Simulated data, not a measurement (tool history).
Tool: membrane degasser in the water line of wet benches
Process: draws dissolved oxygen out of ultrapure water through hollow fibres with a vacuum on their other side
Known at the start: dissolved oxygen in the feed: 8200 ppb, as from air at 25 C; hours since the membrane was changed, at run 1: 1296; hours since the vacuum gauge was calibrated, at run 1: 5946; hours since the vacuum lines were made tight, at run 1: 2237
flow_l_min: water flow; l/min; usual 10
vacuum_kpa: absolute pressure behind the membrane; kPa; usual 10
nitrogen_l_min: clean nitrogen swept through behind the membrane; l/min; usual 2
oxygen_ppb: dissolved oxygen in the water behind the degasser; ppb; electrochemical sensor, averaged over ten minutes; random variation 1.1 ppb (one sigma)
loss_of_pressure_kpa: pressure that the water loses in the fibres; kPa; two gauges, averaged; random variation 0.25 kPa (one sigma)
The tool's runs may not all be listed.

run    hour  flow_l_min  vacuum_kpa  nitrogen_l_min  hours since the membrane was changed  hours since the vacuum gauge was calibrated  hours since the vacuum lines were made tight  oxygen_ppb  loss_of_pressure_kpa
  1       0          10          10               2                                  1296                                         5946                                          2237       116.1                 66.55
  2    33.7          15          10               2                                  1330                                         5979                                          2270       275.9                 99.73
  3    78.9          15          10               2                                  1375                                         6025                                          2316       273.1                 99.47
  4   113.8          10          10               2                                  1410                                         6059                                          2350       117.1                 66.34
  5   152.4          10          10               2                                  1448                                         6098                                          2389       116.9                 66.66
  6   177.2          10          10               2                                  1473                                         6123                                          2414       117.2                  66.5
  7   202.2          15          10               2                                  1498                                         6148                                          2439       271.6                 99.46
  8   229.4          15          10               2                                  1525                                         6175                                          2466       272.9                 99.73
  9   271.5          15          10               2                                  1567                                         6217                                          2508       271.4                  99.7
 10   298.1          15          10               2                                  1594                                         6244                                          2535       268.2                 99.35
 11   339.6          15          10               2                                  1635                                         6285                                          2576       273.5                 99.81
 12   365.6          10          10               2                                  1661                                         6311                                          2602       116.1                 66.44
 13   397.6          10          10               2                                  1693                                         6343                                          2634       115.3                 66.64
 14   438.6          10          10               2                                  1734                                         6384                                          2675       117.4                 66.95
 15   486.1          10          10               2                                  1782                                         6432                                          2723       116.5                 66.34
 16   512.6          10          10            2.06                                  1808                                         6458                                          2749       113.3                 66.38
 17   539.4           9          10            0.84                                  1835                                         6485                                          2776         197                  59.7
 18   571.7          11        19.4            2.69                                  1868                                         6517                                          2808       206.5                 72.97
 19   601.4          11        19.4            2.69                                  1897                                         6547                                          2838       211.6                 73.45
 20   623.1          11        19.4            2.69                                  1919                                         6569                                          2860       206.9                 73.33
 21   648.6          11        11.3             1.2                                  1944                                         6594                                          2885       224.6                 73.06
 22   680.4          11        11.3             1.2                                  1976                                         6626                                          2917       229.5                 73.21
 23   705.8          11        11.3             1.2                                  2002                                         6651                                          2942       224.5                  73.5
 24   748.8          11        11.3            1.51                                  2045                                         6694                                          2985       191.6                 73.04
 25   794.6          11        11.3            1.51                                  2090                                         6740                                          3031         192                  73.8
 26   835.3          11         9.7            1.02                                  2131                                         6781                                          3072       214.1                 73.89
 27   881.5           8        23.6            1.63                                  2177                                         6827                                          3118       255.2                 53.21
 28   917.2           9         9.6             2.6                                  2213                                         6863                                          3154        76.3                 59.83
 29   960.9           9         9.6             2.6                                  2257                                         6907                                          3198        74.3                 59.87
 30   986.2           9         9.6             2.6                                  2282                                         6932                                          3223        78.4                 60.11
       1015  -- vacuum gauge calibrated
 31  1020.8          14        11.4            5.55                                  2316                                            6                                          3257       164.8                 93.47

3 ways to go on from here, each from the tool as it stands after run 31. What would each give?
  A  1053.1           9         7.1            3.38                                  2348                                           38                                          3289           ?                     ?
  B  1053.1           8        10.7            1.27                                  2348                                           38                                          3289           ?                     ?
  C  1053.1           7        16.6            5.55                                  2348                                           38                                          3289           ?                     ?

run  oxygen_ppb  loss_of_pressure_kpa
  A        45.2                 59.91
  B       123.7                  53.5
  C        47.8                 46.64
Without the tool's hidden state the same runs would have given:
run  oxygen_ppb  loss_of_pressure_kpa
  A        43.8                 59.44
  B       121.1                 53.08
  C        46.6                 46.27
